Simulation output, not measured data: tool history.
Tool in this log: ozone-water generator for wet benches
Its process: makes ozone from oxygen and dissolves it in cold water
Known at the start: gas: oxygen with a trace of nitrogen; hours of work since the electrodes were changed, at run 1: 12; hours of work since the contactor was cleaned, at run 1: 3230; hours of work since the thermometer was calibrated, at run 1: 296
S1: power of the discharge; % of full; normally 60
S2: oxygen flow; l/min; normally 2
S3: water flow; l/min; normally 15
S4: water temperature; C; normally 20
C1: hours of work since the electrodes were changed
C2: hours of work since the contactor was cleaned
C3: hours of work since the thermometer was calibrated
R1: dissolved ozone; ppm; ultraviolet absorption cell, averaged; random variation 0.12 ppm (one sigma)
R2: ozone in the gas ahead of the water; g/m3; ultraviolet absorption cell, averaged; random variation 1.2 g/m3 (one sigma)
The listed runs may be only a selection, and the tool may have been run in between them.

run    hour  S1    S2  S3  S4   C1    C2    C3    R1     R2
  1       0  60     2  15  20   12  3230   296  11.6  225.2
  2    38.8  60     2  15  20   40  3258   325  11.7  225.2
  3    84.6  60     2  15  20   74  3292   359    12  224.3
  4   109.3  60     2  15  13   93  3310   377  12.6  223.6
  5   144.1  60     2  15  13  118  3336   403  12.6  223.3
  6   174.8  60     2  16  20  141  3359   425  11.2    225
  7   208.6  60     2  16  20  166  3384   450  11.3  225.5
  8   248.2  60     2  16  20  195  3413   479    11    224
  9   272.3  60     2  16  20  213  3431   497  10.9  224.1
 10   317.4  60     2  16  20  246  3464   531  11.1  226.4
 11   353.7  60     2  10  20  273  3491   557  17.8  223.4
 12     391  60     2  15  17  301  3518   585  12.1  224.9
 13   414.4  60     2  15  17  318  3536   602    12  226.2
 14   458.2  60     2  15  17  350  3568   634  12.2  224.9
      466.5  -- contactor cleaned
 15   512.6  60  1.43  15  20  387    34   672  11.1  272.9
 16   566.7  60  1.43  15  20  427    74   712  11.2  273.2
 17   622.6  60  1.43  15  20  469   115   753  11.1  273.7
 18   652.7  60  1.43  15  20  491   137   775  11.1  272.4
 19   698.8  77     2  15  16  525   172   809    15  281.8
 20   738.3  77     2  15  16  554   201   838  14.9  283.5
      761.6  -- contactor cleaned, once more
 21   780.1  77     2  15  16  582    14   866  15.9  279.9
 22   815.6  77     2  19  13  608    40   893  12.4  281.7
 23   859.5  62  1.71  19  26  641    72   925   9.1  250.3
 24   889.1  60     2  12  17  663    94   947  15.6  224.2
 25   922.9  60     2  12  17  688   119   972  15.4  224.6
 26   950.5  60     2  12  17  708   140   992  15.4  223.7
 27     978  60     2  12  17  728   160  1013  15.5  223.8
 28  1030.3  60     2  16  17  767   199  1051  11.5  223.3
 29  1086.4  60     2  16  17  808   240  1093  11.5  221.8
 30  1132.7  60     2  15  17  843   274  1127  12.4  223.7
 31  1172.6  69  2.56  17  22  872   304  1156  12.3    218
 32  1214.6  69  2.56  17  22  903   335  1187    12  218.4
 33  1259.1  69  2.56  17  22  936   368  1220  11.8  217.5

Predict each of these 3 candidate next runs independently; none follows another, all start after run 33:
  A  1307.4  66     2  11  20  972  403  1256   ?   ?
  B  1307.4  60  1.02  14  18  972  403  1256   ?   ?
  C  1307.4  69  2.42  17  14  972  403  1256   ?   ?

run    R1     R2
  A  17.8  241.6
  B  11.6  330.7
  C  12.6  226.4
Take away the tool's hidden state, keep each run's random variation, and the runs would have read:
run    R1     R2
  A    18  241.9
  B  11.8  331.1
  C  12.8  226.8

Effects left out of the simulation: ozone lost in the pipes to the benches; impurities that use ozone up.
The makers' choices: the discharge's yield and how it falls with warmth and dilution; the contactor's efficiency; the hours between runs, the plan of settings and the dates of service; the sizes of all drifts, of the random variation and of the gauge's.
